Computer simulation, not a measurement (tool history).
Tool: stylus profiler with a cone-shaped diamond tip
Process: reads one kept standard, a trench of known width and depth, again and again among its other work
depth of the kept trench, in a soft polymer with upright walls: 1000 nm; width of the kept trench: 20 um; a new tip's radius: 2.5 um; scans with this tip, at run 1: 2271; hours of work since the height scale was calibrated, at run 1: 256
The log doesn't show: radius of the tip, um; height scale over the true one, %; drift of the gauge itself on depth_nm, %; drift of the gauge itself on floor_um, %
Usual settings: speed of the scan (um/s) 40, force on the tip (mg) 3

run   hour  speed of the scan (um/s)  force on the tip (mg)  scans with this tip  hours of work since the height scale was calibrated  depth of the trench (angstrom)  width of the trench's floor (um)
  1      0                        40                      3                 2271                                                  256                         10172.8                             15.64
  2    8.3                        40                      3                 2306                                                  260                         10171.1                             15.67
  3   25.6                        40                      3                 2379                                                  268                         10173.7                             15.66
  4   42.1                        40                      3                 2448                                                  276                         10170.4                             15.65
  5   56.1                        40                      3                 2506                                                  282                         10175.8                              15.6
  6   72.9                        40                      3                 2577                                                  290                         10170.6                             15.59
  7   85.8                        40                      3                 2631                                                  296                         10174.9                             15.59
  8   99.1                        40                      3                 2687                                                  302                           10172                             15.61
  9  115.3                        40                      3                 2755                                                  310                         10171.7                              15.6
 10  127.2                        40                      3                 2804                                                  316                         10175.9                             15.59
 11  135.9                        40                      3                 2841                                                  320                         10172.3                             15.67
 12  152.5                        40                      3                 2911                                                  328                         10173.7                             15.55
 13  160.3                        40                      3                 2943                                                  331                         10172.4                             15.52

Run 14 comes next. What will it give?
 14  173.9                        92                   1.62                 3001                                                  338                               ?                                 ?

{"run 14": {"depth of the trench (angstrom)": 10117.9, "width of the trench's floor (um)": 15.44}}
Without the tool's hidden state the same run would have given depth of the trench (angstrom) 10109, width of the trench's floor (um) 15.8.
